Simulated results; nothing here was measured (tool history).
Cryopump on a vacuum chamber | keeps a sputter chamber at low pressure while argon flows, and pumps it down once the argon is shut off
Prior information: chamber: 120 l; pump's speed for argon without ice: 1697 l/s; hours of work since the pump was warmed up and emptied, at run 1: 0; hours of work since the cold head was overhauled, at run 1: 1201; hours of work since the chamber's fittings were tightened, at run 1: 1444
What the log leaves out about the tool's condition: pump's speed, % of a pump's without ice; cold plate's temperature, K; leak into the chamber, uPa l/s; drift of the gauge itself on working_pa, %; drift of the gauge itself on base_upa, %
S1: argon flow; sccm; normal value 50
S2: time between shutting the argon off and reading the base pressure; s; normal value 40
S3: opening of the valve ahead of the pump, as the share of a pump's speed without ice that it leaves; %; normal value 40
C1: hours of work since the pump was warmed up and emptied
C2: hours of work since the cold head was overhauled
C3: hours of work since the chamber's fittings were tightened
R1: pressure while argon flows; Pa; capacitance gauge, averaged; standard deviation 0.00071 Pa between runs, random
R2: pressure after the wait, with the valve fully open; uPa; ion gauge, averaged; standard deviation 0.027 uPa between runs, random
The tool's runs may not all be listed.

run 1 hour=0.0 | S1=50 S2=40 S3=40 | C1=0 C2=1201 C3=1444 | R1=0.1254 R2=1.85
run 2 hour=77.1 | S1=50 S2=40 S3=40 | C1=43 C2=1244 C3=1488 | R1=0.1277 R2=1.89
run 3 hour=122.2 | S1=50 S2=242 S3=40 | C1=69 C2=1270 C3=1513 | R1=0.1280 R2=1.12
run 4 hour=159.9 | S1=50 S2=40 S3=40 | C1=90 C2=1291 C3=1534 | R1=0.1279 R2=1.98
run 5 hour=211.7 | S1=50 S2=40 S3=40 | C1=119 C2=1320 C3=1564 | R1=0.1294 R2=2.02
run 6 hour=260.4 | S1=50 S2=131 S3=40 | C1=147 C2=1347 C3=1591 | R1=0.1293 R2=1.36
run 7 hour=317.2 | S1=50 S2=131 S3=40 | C1=179 C2=1379 C3=1623 | R1=0.1310 R2=1.41
run 8 hour=369.2 | S1=44 S2=131 S3=40 | C1=208 C2=1409 C3=1652 | R1=0.1169 R2=1.44
run 9 hour=410.2 | S1=44 S2=131 S3=40 | C1=231 C2=1432 C3=1675 | R1=0.1166 R2=1.49
run 10 hour=461.8 | S1=50 S2=131 S3=40 | C1=260 C2=1461 C3=1704 | R1=0.1360 R2=1.46
run 11 hour=518.3 | S1=50 S2=131 S3=40 | C1=292 C2=1493 C3=1736 | R1=0.1359 R2=1.50
run 12 hour=555.1 | S1=50 S2=131 S3=40 | C1=312 C2=1513 C3=1757 | R1=0.1366 R2=1.60
run 13 hour=620.6 | S1=48 S2=131 S3=40 | C1=349 C2=1550 C3=1794 | R1=0.1334 R2=1.61
run 14 hour=689.2 | S1=50 S2=176 S3=40 | C1=388 C2=1589 C3=1832 | R1=0.1409 R2=1.57
run 15 hour=724.2 | S1=70 S2=40 S3=31 | C1=408 C2=1608 C3=1852 | R1=0.2477 R2=2.41
run 16 hour=805.6 | S1=23 S2=40 S3=59 | C1=453 C2=1654 C3=1898 | R1=0.0479 R2=2.45
run 17 hour=867.4 | S1=53 S2=141 S3=40 | C1=488 C2=1689 C3=1933 | R1=0.1536 R2=1.84
run 18 hour=903.1 | S1=49 S2=74 S3=40 | C1=508 C2=1709 C3=1953 | R1=0.1433 R2=2.15
run 19 hour=976.1 | S1=21 S2=76 S3=34 | C1=549 C2=1750 C3=1994 | R1=0.0718 R2=2.17
run 20 hour=1031.8 | S1=21 S2=76 S3=34 | C1=581 C2=1782 C3=2025 | R1=0.0723 R2=2.31
-- hour=1042.7 pump warmed up, emptied and cooled again
run 21 hour=1095.4 | S1=21 S2=76 S3=34 | C1=30 C2=1815 C3=2058 | R1=0.0615 R2=1.71
run 22 hour=1174.0 | S1=63 S2=76 S3=34 | C1=74 C2=1859 C3=2102 | R1=0.1892 R2=1.83
run 23 hour=1213.6 | S1=47 S2=53 S3=34 | C1=96 C2=1881 C3=2125 | R1=0.1412 R2=2.09

Below are 3 alternative next runs, each starting from the tool's condition after run 23. Predict each:
run A hour=1296.8 | S1=76 S2=138 S3=23 | C1=143 C2=1928 C3=2172 | R1=? R2=?
run B hour=1296.8 | S1=50 S2=114 S3=23 | C1=143 C2=1928 C3=2172 | R1=? R2=?
run C hour=1296.8 | S1=77 S2=136 S3=34 | C1=143 C2=1928 C3=2172 | R1=? R2=?

run=A R1=0.3360 R2=1.62
run=B R1=0.2223 R2=1.72
run=C R1=0.2356 R2=1.61
Take away the tool's hidden state, keep each run's random variation, and the runs would have read:
run=A R1=0.3275 R2=0.47
run=B R1=0.2166 R2=0.56
run=C R1=0.2268 R2=0.46

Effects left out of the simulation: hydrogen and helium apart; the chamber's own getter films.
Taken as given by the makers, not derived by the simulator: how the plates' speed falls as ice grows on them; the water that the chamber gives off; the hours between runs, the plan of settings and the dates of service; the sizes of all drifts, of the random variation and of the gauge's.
